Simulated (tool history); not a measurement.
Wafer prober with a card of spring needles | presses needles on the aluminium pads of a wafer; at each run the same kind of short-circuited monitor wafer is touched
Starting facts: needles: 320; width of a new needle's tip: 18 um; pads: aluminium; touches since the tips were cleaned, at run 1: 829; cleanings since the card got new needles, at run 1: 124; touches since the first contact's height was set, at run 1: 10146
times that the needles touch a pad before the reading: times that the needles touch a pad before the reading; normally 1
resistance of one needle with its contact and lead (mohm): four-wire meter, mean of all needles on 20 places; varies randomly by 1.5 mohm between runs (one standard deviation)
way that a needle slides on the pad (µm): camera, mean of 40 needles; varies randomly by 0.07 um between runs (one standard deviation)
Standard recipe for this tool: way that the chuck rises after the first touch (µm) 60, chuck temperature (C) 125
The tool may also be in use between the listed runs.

run	hour	way that the chuck rises after the first touch (µm)	chuck temperature (C)	times that the needles touch a pad before the reading	touches since the tips were cleaned	cleanings since the card got new needles	touches since the first contact's height was set	resistance of one needle with its contact and lead (mohm)	way that a needle slides on the pad (µm)
1	0	60	125	1	829	124	10146	195	8.77
# hour 9.9: tips cleaned on abrasive film
# hour 20.7: tips cleaned on abrasive film
# hour 33.1: tips cleaned on abrasive film
2	40.5	60	125	1	2699	127	24870	256	8.86
# hour 45.7: tips cleaned on abrasive film
# hour 57: tips cleaned on abrasive film
3	62	60	125	1	1847	129	32707	226	8.82
# hour 69.8: tips cleaned on abrasive film
# hour 80.3: tips cleaned on abrasive film
4	90.5	60	125	1	3710	131	43052	272	8.69
# hour 93.1: tips cleaned on abrasive film
# hour 105.4: tips cleaned on abrasive film
# hour 118: tips cleaned on abrasive film
5	124	60	125	1	2214	134	55253	234	8.94
# hour 129.2: tips cleaned on abrasive film
# hour 141: tips cleaned on abrasive film
# hour 152.6: tips cleaned on abrasive film
6	160.9	60	125	3	3031	137	68646	194	8.82
# hour 163.5: tips cleaned on abrasive film
# hour 175.2: tips cleaned on abrasive film
# hour 186.5: tips cleaned on abrasive film
7	191	60	125	3	1635	140	79578	179	8.68
# hour 197.6: tips cleaned on abrasive film
# hour 209.9: tips cleaned on abrasive film
8	219.5	60	125	3	3504	142	89940	196	8.76
# hour 221.4: tips cleaned on abrasive film
# hour 232.5: tips cleaned on abrasive film
# hour 244: tips cleaned on abrasive film
9	244.3	60	125	3	113	145	98943	159	8.75
# hour 254.7: tips cleaned on abrasive film
# hour 265: tips cleaned on abrasive film
10	265	60	125	3	0	147	106461	154	8.69
# hour 275.3: tips cleaned on abrasive film
# hour 286.3: tips cleaned on abrasive film
11	294.4	60	125	3	2942	149	117145	199	8.57
# hour 296.7: tips cleaned on abrasive film
# hour 309.3: tips cleaned on abrasive film
# hour 321.8: tips cleaned on abrasive film
12	322	71	32	1	92	152	127178	139	10.38
# hour 334: tips cleaned on abrasive film
# hour 346.6: tips cleaned on abrasive film
# hour 358.5: tips cleaned on abrasive film
13	363	60	45	1	1645	155	142090	234	8.62
# hour 365.8: height of the first contact set anew
# hour 370.1: tips cleaned on abrasive film
# hour 381.4: tips cleaned on abrasive film
# hour 391.8: tips cleaned on abrasive film
14	391.8	73	65	2	0	158	9438	142	10.47
# hour 402.1: tips cleaned on abrasive film
# hour 412.9: tips cleaned on abrasive film
15	412.9	73	65	2	0	160	17075	136	10.47
# hour 423.8: tips cleaned on abrasive film
# hour 435.1: tips cleaned on abrasive film
# hour 445.4: tips cleaned on abrasive film
16	445.4	50	65	2	0	163	28904	158	6.98

Expected results for the next run?
# hour 457.7: tips cleaned on abrasive film
# hour 469.9: tips cleaned on abrasive film
# hour 480.1: tips cleaned on abrasive film
17	480.1	72	78	2	0	166	41520	?	?

{"run 17": {"resistance of one needle with its contact and lead (mohm)": 144, "way that a needle slides on the pad (µm)": 10.23}}
On a tool with no hidden condition, and with the same random variation, this run would have come out at resistance of one needle with its contact and lead (mohm) 132, way that a needle slides on the pad (µm) 10.75.
